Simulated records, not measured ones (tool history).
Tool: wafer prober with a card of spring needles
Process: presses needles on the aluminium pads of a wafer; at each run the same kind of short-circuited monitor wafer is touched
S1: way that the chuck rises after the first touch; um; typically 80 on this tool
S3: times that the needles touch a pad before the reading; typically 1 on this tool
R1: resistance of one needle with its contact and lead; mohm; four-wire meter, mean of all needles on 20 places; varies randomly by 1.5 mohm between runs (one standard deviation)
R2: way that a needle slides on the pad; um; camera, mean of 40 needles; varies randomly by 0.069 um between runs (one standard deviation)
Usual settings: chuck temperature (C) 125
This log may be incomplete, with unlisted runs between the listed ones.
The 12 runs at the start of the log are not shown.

-- hour=291.4 tips cleaned on abrasive film
run 13 hour=296.0 | S1=80 chuck_temperature_(C)=125 S3=2 | R1=146 R2=21.69
-- hour=311.7 tips cleaned on abrasive film
run 14 hour=319.3 | S1=80 chuck_temperature_(C)=125 S3=2 | R1=148 R2=21.68
-- hour=320.9 gauge calibrated
-- hour=332.0 tips cleaned on abrasive film
run 15 hour=333.5 | S1=80 chuck_temperature_(C)=125 S3=2 | R1=145 R2=21.23
run 16 hour=351.5 | S1=80 chuck_temperature_(C)=125 S3=2 | R1=145 R2=21.17
-- hour=353.7 tips cleaned on abrasive film
-- hour=374.3 tips cleaned on abrasive film
run 17 hour=382.2 | S1=80 chuck_temperature_(C)=73 S3=1 | R1=139 R2=21.22
-- hour=395.1 tips cleaned on abrasive film
run 18 hour=399.1 | S1=98 chuck_temperature_(C)=29 S3=1 | R1=132 R2=26.16
-- hour=416.8 tips cleaned on abrasive film
run 19 hour=433.2 | S1=60 chuck_temperature_(C)=37 S3=1 | R1=139 R2=16.04
-- hour=437.8 tips cleaned on abrasive film
run 20 hour=447.6 | S1=80 chuck_temperature_(C)=37 S3=1 | R1=137 R2=21.34
-- hour=458.8 tips cleaned on abrasive film
run 21 hour=474.8 | S1=64 chuck_temperature_(C)=31 S3=1 | R1=133 R2=17.11
-- hour=480.5 tips cleaned on abrasive film
-- hour=501.1 tips cleaned on abrasive film
run 22 hour=502.2 | S1=64 chuck_temperature_(C)=116 S3=2 | R1=148 R2=17.25
-- hour=522.5 tips cleaned on abrasive film
run 23 hour=533.0 | S1=64 chuck_temperature_(C)=116 S3=2 | R1=149 R2=17.19
-- hour=542.6 tips cleaned on abrasive film
-- hour=564.2 tips cleaned on abrasive film
run 24 hour=565.6 | S1=82 chuck_temperature_(C)=96 S3=1 | R1=143 R2=22.15
run 25 hour=580.3 | S1=82 chuck_temperature_(C)=96 S3=1 | R1=144 R2=22.17
-- hour=585.9 tips cleaned on abrasive film
-- hour=606.0 tips cleaned on abrasive film
run 26 hour=612.5 | S1=82 chuck_temperature_(C)=96 S3=1 | R1=144 R2=22.29
-- hour=628.0 tips cleaned on abrasive film
run 27 hour=640.6 | S1=66 chuck_temperature_(C)=26 S3=1 | R1=132 R2=18.05
-- hour=648.0 tips cleaned on abrasive film
-- hour=668.6 tips cleaned on abrasive film
run 28 hour=669.1 | S1=82 chuck_temperature_(C)=65 S3=1 | R1=136 R2=22.25
run 29 hour=687.6 | S1=69 chuck_temperature_(C)=29 S3=1 | R1=133 R2=18.82
-- hour=690.7 tips cleaned on abrasive film
run 30 hour=710.3 | S1=72 chuck_temperature_(C)=70 S3=2 | R1=141 R2=19.64
-- hour=712.1 tips cleaned on abrasive film
-- hour=733.0 tips cleaned on abrasive film
run 31 hour=737.5 | S1=93 chuck_temperature_(C)=58 S3=1 | R1=135 R2=25.45

3 ways to go on from here, each from the tool as it stands after run 31. What would each give?
run A hour=752.5 | S1=80 chuck_temperature_(C)=125 S3=2 | R1=? R2=?
run B hour=752.5 | S1=95 chuck_temperature_(C)=83 S3=3 | R1=? R2=?
run C hour=752.5 | S1=80 chuck_temperature_(C)=39 S3=3 | R1=? R2=?

run=A R1=147 R2=21.99
run=B R1=137 R2=26.14
run=C R1=137 R2=21.99
Stripped of hidden state, with their random variation kept, the same runs would have yielded:
run=A R1=146 R2=21.15
run=B R1=137 R2=25.14
run=C R1=137 R2=21.15
